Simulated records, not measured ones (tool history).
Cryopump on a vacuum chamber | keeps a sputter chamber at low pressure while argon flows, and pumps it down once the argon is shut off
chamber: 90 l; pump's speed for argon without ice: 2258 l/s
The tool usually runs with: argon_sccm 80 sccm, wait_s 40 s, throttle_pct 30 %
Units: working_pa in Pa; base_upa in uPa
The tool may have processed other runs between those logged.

{"run": 1, "day": 0.0, "argon_sccm": 80, "wait_s": 40, "throttle_pct": 30, "working_pa": 0.2153, "base_upa": 1.26}
{"day": 2.829, "done": "pump warmed up, emptied and cooled again"}
{"run": 2, "day": 3.475, "argon_sccm": 137, "wait_s": 40, "throttle_pct": 30, "working_pa": 0.3444, "base_upa": 1.26}
{"run": 3, "day": 6.312, "argon_sccm": 137, "wait_s": 40, "throttle_pct": 20, "working_pa": 0.5133, "base_upa": 1.26}
{"run": 4, "day": 10.117, "argon_sccm": 137, "wait_s": 40, "throttle_pct": 20, "working_pa": 0.5167, "base_upa": 1.37}
{"run": 5, "day": 12.504, "argon_sccm": 137, "wait_s": 40, "throttle_pct": 20, "working_pa": 0.5199, "base_upa": 1.42}
{"run": 6, "day": 15.088, "argon_sccm": 137, "wait_s": 63, "throttle_pct": 20, "working_pa": 0.5223, "base_upa": 1}
{"run": 7, "day": 16.721, "argon_sccm": 80, "wait_s": 44, "throttle_pct": 30, "working_pa": 0.2033, "base_upa": 1.37}
{"run": 8, "day": 18.65, "argon_sccm": 80, "wait_s": 44, "throttle_pct": 30, "working_pa": 0.2069, "base_upa": 1.37}
{"run": 9, "day": 20.496, "argon_sccm": 80, "wait_s": 245, "throttle_pct": 30, "working_pa": 0.2062, "base_upa": 0.71}
{"run": 10, "day": 22.958, "argon_sccm": 80, "wait_s": 86, "throttle_pct": 30, "working_pa": 0.2083, "base_upa": 1.03}
{"run": 11, "day": 24.688, "argon_sccm": 80, "wait_s": 86, "throttle_pct": 30, "working_pa": 0.2084, "base_upa": 1.06}
{"run": 12, "day": 27.829, "argon_sccm": 80, "wait_s": 86, "throttle_pct": 30, "working_pa": 0.2069, "base_upa": 1.11}
{"run": 13, "day": 29.533, "argon_sccm": 80, "wait_s": 30, "throttle_pct": 30, "working_pa": 0.2083, "base_upa": 2.01}
{"run": 14, "day": 32.383, "argon_sccm": 80, "wait_s": 40, "throttle_pct": 30, "working_pa": 0.2099, "base_upa": 1.68}
{"run": 15, "day": 34.633, "argon_sccm": 80, "wait_s": 40, "throttle_pct": 30, "working_pa": 0.2102, "base_upa": 1.74}
{"run": 16, "day": 38.1, "argon_sccm": 80, "wait_s": 300, "throttle_pct": 30, "working_pa": 0.2122, "base_upa": 0.9}
{"run": 17, "day": 40.575, "argon_sccm": 80, "wait_s": 34, "throttle_pct": 30, "working_pa": 0.2135, "base_upa": 2.05}
{"run": 18, "day": 44.429, "argon_sccm": 89, "wait_s": 231, "throttle_pct": 33, "working_pa": 0.2183, "base_upa": 1.11}
{"day": 47.233, "done": "pump warmed up, emptied and cooled again"}
{"run": 19, "day": 47.417, "argon_sccm": 81, "wait_s": 166, "throttle_pct": 18, "working_pa": 0.3375, "base_upa": 1.06}
{"run": 20, "day": 50.517, "argon_sccm": 80, "wait_s": 21, "throttle_pct": 28, "working_pa": 0.2164, "base_upa": 2.73}
{"run": 21, "day": 52.55, "argon_sccm": 80, "wait_s": 21, "throttle_pct": 28, "working_pa": 0.2165, "base_upa": 2.79}
{"run": 22, "day": 55.621, "argon_sccm": 80, "wait_s": 127, "throttle_pct": 28, "working_pa": 0.2183, "base_upa": 1.27}
{"run": 23, "day": 58.908, "argon_sccm": 80, "wait_s": 72, "throttle_pct": 28, "working_pa": 0.2175, "base_upa": 1.57}
{"run": 24, "day": 62.396, "argon_sccm": 106, "wait_s": 40, "throttle_pct": 30, "working_pa": 0.2714, "base_upa": 2.04}
{"run": 25, "day": 64.238, "argon_sccm": 106, "wait_s": 84, "throttle_pct": 22, "working_pa": 0.3655, "base_upa": 1.56}
{"run": 26, "day": 67.492, "argon_sccm": 106, "wait_s": 84, "throttle_pct": 22, "working_pa": 0.3714, "base_upa": 1.61}
{"run": 27, "day": 69.238, "argon_sccm": 106, "wait_s": 259, "throttle_pct": 54, "working_pa": 0.1563, "base_upa": 1.34}
{"run": 28, "day": 71.162, "argon_sccm": 106, "wait_s": 246, "throttle_pct": 33, "working_pa": 0.2519, "base_upa": 1.39}
{"run": 29, "day": 72.962, "argon_sccm": 80, "wait_s": 40, "throttle_pct": 31, "working_pa": 0.2006, "base_upa": 2.22}
{"run": 30, "day": 75.533, "argon_sccm": 80, "wait_s": 40, "throttle_pct": 16, "working_pa": 0.3847, "base_upa": 2.21}
{"run": 31, "day": 78.233, "argon_sccm": 41, "wait_s": 296, "throttle_pct": 30, "working_pa": 0.1074, "base_upa": 1.5}
{"run": 32, "day": 80.088, "argon_sccm": 89, "wait_s": 26, "throttle_pct": 15, "working_pa": 0.4573, "base_upa": 2.9}
{"run": 33, "day": 82.4, "argon_sccm": 83, "wait_s": 40, "throttle_pct": 58, "working_pa": 0.1181, "base_upa": 2.45}
{"run": 34, "day": 85.592, "argon_sccm": 83, "wait_s": 40, "throttle_pct": 58, "working_pa": 0.1206, "base_upa": 2.53}

Selected run-to-run steps in working_pa, each split into two signed amounts: the part the tool would show with no hidden state at all (from settings, incoming material and random variation), and the remainder, which goes to the hidden state together with any gauge scatter not common to the measured and the hidden-state-free results:
Hidden conditions of the tool in this case: pump's speed, % of a pump's without ice; cold plate's temperature, K; leak into the chamber, uPa l/s; drift of the gauge itself on working_pa, %; drift of the gauge itself on base_upa, %.
Run 1 -> 2: argon_sccm 80 -> 137, pump warmed up, emptied and cooled again. working_pa +0.1291 Pa: hidden state -0.0114, all else +0.1405.
Run 6 -> 7: argon_sccm 137 -> 80, wait_s 63 -> 44, throttle_pct 20 -> 30. working_pa -0.319 Pa: hidden state -0.0027, all else -0.3163.
Run 18 -> 19: argon_sccm 89 -> 81, wait_s 231 -> 166, throttle_pct 33 -> 18, pump warmed up, emptied and cooled again. working_pa +0.1192 Pa: hidden state -0.0145, all else +0.1337.
Run 31 -> 32: argon_sccm 41 -> 89, wait_s 296 -> 26, throttle_pct 30 -> 15. working_pa +0.3499 Pa: hidden state +0.0068, all else +0.3431.
Run 32 -> 33: argon_sccm 89 -> 83, wait_s 26 -> 40, throttle_pct 15 -> 58. working_pa -0.3392 Pa: hidden state +0, all else -0.3392.
